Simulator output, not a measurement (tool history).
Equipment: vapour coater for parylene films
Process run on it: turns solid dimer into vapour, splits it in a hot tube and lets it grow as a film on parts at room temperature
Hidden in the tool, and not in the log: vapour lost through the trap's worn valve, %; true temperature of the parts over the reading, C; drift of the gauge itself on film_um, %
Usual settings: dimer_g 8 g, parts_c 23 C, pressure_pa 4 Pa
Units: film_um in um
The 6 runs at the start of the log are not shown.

run	hour	dimer_g	parts_c	pressure_pa	hours of work since the trap's valve was overhauled	hours of work since the table's thermometer was calibrated	film_um
7	340.8	8	23	4	193	1202	6.39
8	370.5	8	23	4.85	213	1222	6.26
# hour 391.5: trap's valve overhauled
9	418.5	8	23	4.85	18	1251	7.09
10	484.6	8	23	4	62	1295	7.08
11	538.7	8	23	4	98	1331	6.92
12	566.6	8	23	4	117	1350	6.66
13	618.7	5	23	4	152	1385	4.15
14	672.6	5	23	4	187	1421	4.02
# hour 732.2: trap's valve overhauled
15	743.7	5	23	4	8	1465	4.53
16	779.6	5	15	4	32	1489	5.44
17	847.2	5	15	4	77	1534	5.32
18	910.8	5	15	4	119	1577	5.09
19	944	8	23	4	141	1599	6.65
# hour 952: table's thermometer calibrated
20	998.3	8	23	4	177	31	6.55
21	1066	8	23	4	222	76	6.31
# hour 1075.7: trap's valve overhauled
22	1127.8	8	23	4	35	115	7.19
23	1182.4	8	23	4	71	151	6.99
24	1249.9	8	23	4	116	196	6.77
25	1285	8	23	4	140	219	6.86
26	1312.3	8	23	4	158	238	6.58

Run 27 comes next. What will it give?
27	1339.9	5	23	3.35	176	256	?

film_um: 4.2 um
Were there no unlogged condition in the tool, this run, its random variation unchanged, would have produced film_um 4.81 um.
